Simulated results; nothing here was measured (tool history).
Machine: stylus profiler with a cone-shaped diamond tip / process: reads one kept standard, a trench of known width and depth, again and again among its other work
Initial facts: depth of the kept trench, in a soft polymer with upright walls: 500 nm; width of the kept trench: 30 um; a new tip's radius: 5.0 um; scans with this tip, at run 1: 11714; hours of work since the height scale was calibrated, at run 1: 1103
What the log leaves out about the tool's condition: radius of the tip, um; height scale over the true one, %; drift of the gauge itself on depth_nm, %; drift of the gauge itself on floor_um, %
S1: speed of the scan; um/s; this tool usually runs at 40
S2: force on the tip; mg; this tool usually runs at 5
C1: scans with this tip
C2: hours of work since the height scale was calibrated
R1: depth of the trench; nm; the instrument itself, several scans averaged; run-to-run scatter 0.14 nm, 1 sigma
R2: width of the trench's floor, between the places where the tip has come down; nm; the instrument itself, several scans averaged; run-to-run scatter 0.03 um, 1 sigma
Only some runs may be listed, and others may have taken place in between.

Run 1, hour 0: usual settings; C1 11714; C2 1103. Result: R1 510.15 nm, R2 24410 nm.
Run 2, hour 28.5: usual settings; C1 11936; C2 1124. Result: R1 510.03 nm, R2 24310 nm.
Run 3, hour 72.3: usual settings but S1 97 um/s; C1 12277; C2 1156. Result: R1 509.79 nm, R2 24180 nm.
Run 4, hour 97.8: usual settings but S1 97 um/s; C1 12475; C2 1174. Result: R1 509.56 nm, R2 24120 nm.
Run 5, hour 136.7: usual settings but S1 37 um/s; C1 12778; C2 1203. Result: R1 509.7 nm, R2 24270 nm.
Run 6, hour 180.3: usual settings but S1 37 um/s, S2 3.81 mg; C1 13117; C2 1235. Result: R1 507.52 nm, R2 24150 nm.
Run 7, hour 203.4: usual settings but S1 37 um/s, S2 3.81 mg; C1 13297; C2 1252. Result: R1 507.4 nm, R2 24190 nm.
Run 8, hour 244.6: usual settings but S1 37 um/s, S2 3.81 mg; C1 13618; C2 1282. Result: R1 507.44 nm, R2 24130 nm.
Run 9, hour 278.8: usual settings but S1 25 um/s; C1 13884; C2 1307. Result: R1 509.44 nm, R2 24150 nm.
Run 10, hour 314: usual settings but S1 25 um/s; C1 14158; C2 1333. Result: R1 509.4 nm, R2 24140 nm.
Run 11, hour 352.2: usual settings but S1 25 um/s; C1 14455; C2 1361. Result: R1 509.36 nm, R2 24140 nm.
Run 12, hour 377.7: usual settings but S1 25 um/s; C1 14653; C2 1379. Result: R1 509.44 nm, R2 24130 nm.
Run 13, hour 412.4: usual settings but S1 25 um/s; C1 14923; C2 1405. Result: R1 509.5 nm, R2 24100 nm.
Run 14, hour 449.4: usual settings but S1 25 um/s; C1 15211; C2 1432. Result: R1 508.94 nm, R2 24060 nm.
Run 15, hour 470.5: usual settings but S1 25 um/s; C1 15376; C2 1447. Result: R1 509.09 nm, R2 24070 nm.
Run 16, hour 489.6: usual settings but S1 25 um/s; C1 15524; C2 1461. Result: R1 509.3 nm, R2 24050 nm.
Run 17, hour 516.6: usual settings but S1 148 um/s; C1 15734; C2 1481. Result: R1 508.89 nm, R2 23760 nm.
Run 18, hour 546.2: usual settings but S1 36 um/s; C1 15964; C2 1503. Result: R1 509.08 nm, R2 24020 nm.
Run 19, hour 571.9: usual settings but S1 36 um/s; C1 16164; C2 1522. Result: R1 508.88 nm, R2 23980 nm.
Run 20, hour 607.9: usual settings but S1 96 um/s, S2 10.13 mg; C1 16444; C2 1548. Result: R1 516.86 nm, R2 23860 nm.
Run 21, hour 648.7: usual settings but S1 61 um/s, S2 2.79 mg; C1 16762; C2 1578. Result: R1 504.56 nm, R2 23770 nm.
Run 22, hour 675.5: usual settings but S1 61 um/s, S2 2.79 mg; C1 16970; C2 1598. Result: R1 504.83 nm, R2 23780 nm.
Run 23, hour 709.8: usual settings but S1 12 um/s, S2 2.79 mg; C1 17238; C2 1623. Result: R1 504.59 nm, R2 23960 nm.
Run 24, hour 750.5: usual settings but S1 144 um/s, S2 1.69 mg; C1 17554; C2 1652. Result: R1 501.86 nm, R2 23380 nm.
Run 25, hour 775: usual settings but S1 121 um/s, S2 3.05 mg; C1 17745; C2 1670. Result: R1 505.03 nm, R2 23530 nm.
Run 26, hour 794.1: usual settings but S1 121 um/s, S2 3.05 mg; C1 17893; C2 1684. Result: R1 505.13 nm, R2 23510 nm.
Run 27, hour 815.2: usual settings but S1 121 um/s, S2 3.05 mg; C1 18058; C2 1700. Result: R1 504.91 nm, R2 23540 nm.
Run 28, hour 859.2: usual settings but S1 77 um/s, S2 4.87 mg; C1 18400; C2 1732. Result: R1 508.27 nm, R2 23650 nm.
Run 29, hour 882.5: usual settings but S1 38 um/s; C1 18581; C2 1749. Result: R1 508.12 nm, R2 23730 nm.
Run 30, hour 902.4: usual settings but S1 38 um/s; C1 18736; C2 1764. Result: R1 508.64 nm, R2 23740 nm.
Run 31, hour 933.5: usual settings but S1 10 um/s, S2 9.29 mg; C1 18978; C2 1787. Result: R1 514.84 nm, R2 23750 nm.
Run 32, hour 972.2: usual settings but S1 105 um/s, S2 8.57 mg; C1 19279; C2 1815. Result: R1 513.9 nm, R2 23500 nm.
Run 33, hour 990.8: usual settings but S1 105 um/s, S2 8.57 mg; C1 19424; C2 1829. Result: R1 514 nm, R2 23570 nm.
Run 34, hour 1032.6: usual settings but S1 102 um/s, S2 2.68 mg; C1 19749; C2 1859. Result: R1 503.91 nm, R2 23380 nm.
Run 35, hour 1073.2: usual settings but S1 121 um/s, S2 12.24 mg; C1 20065; C2 1889. Result: R1 518.41 nm, R2 23580 nm.
Run 36, hour 1101.5: usual settings but S1 71 um/s, S2 8.46 mg; C1 20285; C2 1910. Result: R1 513.73 nm, R2 23580 nm.
Run 37, hour 1133.7: usual settings but S1 71 um/s, S2 8.46 mg; C1 20536; C2 1933. Result: R1 513.47 nm, R2 23450 nm.
Run 38, hour 1172.5: usual settings but S1 152 um/s, S2 6.44 mg; C1 20838; C2 1962. Result: R1 510.35 nm, R2 23330 nm.

What if the next run were any one of these 4? Each begins from the tool's condition after run 38:
Run A, hour 1215: usual settings but S1 25 um/s; C1 21169; C2 1993. Result: R1 ?, R2 ?.
Run B, hour 1215: usual settings but S1 59 um/s, S2 14.78 mg; C1 21169; C2 1993. Result: R1 ?, R2 ?.
Run C, hour 1215: usual settings but S2 4.13 mg; C1 21169; C2 1993. Result: R1 ?, R2 ?.
Run D, hour 1215: usual settings but S2 3.78 mg; C1 21169; C2 1993. Result: R1 ?, R2 ?.

run      R1     R2
  A  507.99  23540
  B   521.7  23550
  C  506.32  23530
  D  505.93  23490
The same runs, with their run-to-run variation unchanged, on a tool lacking any hidden condition would have given:
run      R1     R2
  A     513  25570
  B  526.85  25580
  C  511.32  25560
  D  510.91  25510
